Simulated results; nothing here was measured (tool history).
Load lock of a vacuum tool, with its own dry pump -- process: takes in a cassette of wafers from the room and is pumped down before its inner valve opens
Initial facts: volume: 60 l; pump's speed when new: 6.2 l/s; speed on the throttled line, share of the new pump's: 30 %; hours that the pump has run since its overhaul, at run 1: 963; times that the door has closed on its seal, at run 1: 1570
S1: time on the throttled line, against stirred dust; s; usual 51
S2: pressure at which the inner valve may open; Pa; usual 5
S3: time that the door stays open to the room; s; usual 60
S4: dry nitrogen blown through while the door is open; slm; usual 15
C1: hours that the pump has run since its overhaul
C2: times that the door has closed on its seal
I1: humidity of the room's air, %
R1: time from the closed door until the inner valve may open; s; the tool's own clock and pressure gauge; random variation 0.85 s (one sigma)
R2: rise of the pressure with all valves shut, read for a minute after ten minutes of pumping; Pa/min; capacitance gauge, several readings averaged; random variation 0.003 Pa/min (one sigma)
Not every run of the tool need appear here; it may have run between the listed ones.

| run | hour | S1 | S2 | S3 | S4 | C1 | C2 | I1 | R1 | R2 |
|---|---|---|---|---|---|---|---|---|---|---|
| 1 | 0.0 | 51 | 5 | 60 | 15 | 963 | 1570 | 45.4 | 134.1 | 0.051 |
| 2 | 419.2 | 51 | 5 | 144 | 15 | 1383 | 3290 | 45.7 | 132.5 | 0.098 |
| 3 | 901.8 | 51 | 5 | 144 | 15 | 1865 | 5271 | 44.0 | 134.0 | 0.092 |
| 4 | 1403.1 | 79 | 5 | 60 | 15 | 2367 | 7328 | 42.1 | 152.8 | 0.057 |
| 5 | 1865.0 | 51 | 5 | 60 | 15 | 2828 | 9224 | 44.7 | 135.6 | 0.059 |
| 6 | 2191.6 | 51 | 5 | 145 | 15 | 3155 | 10564 | 45.4 | 136.4 | 0.100 |
| 7 | 2692.7 | 51 | 10 | 145 | 15 | 3656 | 12621 | 44.4 | 128.5 | 0.105 |
| 8 | 2986.6 | 51 | 10 | 116 | 15 | 3950 | 13827 | 46.6 | 129.0 | 0.099 |
| 9 | 3216.9 | 51 | 5 | 60 | 15 | 4180 | 14772 | 45.1 | 138.4 | 0.066 |
| 10 | 3619.1 | 51 | 5 | 60 | 15 | 4583 | 16422 | 39.0 | 137.6 | 0.059 |
| 11 | 4029.3 | 51 | 7 | 60 | 4 | 4993 | 18106 | 41.8 | 134.7 | 0.093 |
| 12 | 4317.8 | 30 | 5 | 180 | 15 | 5281 | 19290 | 46.9 | 123.6 | 0.138 |
| 13 | 4660.1 | 56 | 9 | 180 | 6 | 5624 | 20695 | 43.9 | 135.8 | 0.161 |
| 14 | 5004.2 | 56 | 9 | 141 | 6 | 5968 | 22107 | 44.9 | 135.4 | 0.152 |
| 15 | 5494.5 | 56 | 9 | 141 | 6 | 6458 | 24119 | 43.9 | 135.5 | 0.154 |
| 16 | 5957.9 | 56 | 9 | 141 | 6 | 6921 | 26021 | 43.3 | 137.4 | 0.153 |
| 17 | 6270.1 | 56 | 5 | 99 | 33 | 7234 | 27302 | 44.2 | 142.7 | 0.093 |
| 18 | 6526.0 | 51 | 5 | 48 | 6 | 7489 | 28353 | 43.3 | 139.5 | 0.102 |

What if the next run were any one of these 4? Each begins from the tool's condition after run 18:
| A | 7018.6 | 51 | 5 | 60 | 5 | 7982 | 30374 | 43.2 | ? | ? |
| B | 7018.6 | 51 | 5 | 40 | 15 | 7982 | 30374 | 43.1 | ? | ? |
| C | 7018.6 | 51 | 5 | 43 | 15 | 7982 | 30374 | 45.1 | ? | ? |
| D | 7018.6 | 51 | 5 | 60 | 21 | 7982 | 30374 | 45.5 | ? | ? |

| run | R1 | R2 |
|---|---|---|
| A | 141.2 | 0.114 |
| B | 141.6 | 0.085 |
| C | 141.2 | 0.095 |
| D | 141.8 | 0.098 |
Had the tool no hidden state, the same runs would have come out as:
| run | R1 | R2 |
|---|---|---|
| A | 133.4 | 0.061 |
| B | 133.9 | 0.032 |
| C | 133.4 | 0.041 |
| D | 134.0 | 0.045 |

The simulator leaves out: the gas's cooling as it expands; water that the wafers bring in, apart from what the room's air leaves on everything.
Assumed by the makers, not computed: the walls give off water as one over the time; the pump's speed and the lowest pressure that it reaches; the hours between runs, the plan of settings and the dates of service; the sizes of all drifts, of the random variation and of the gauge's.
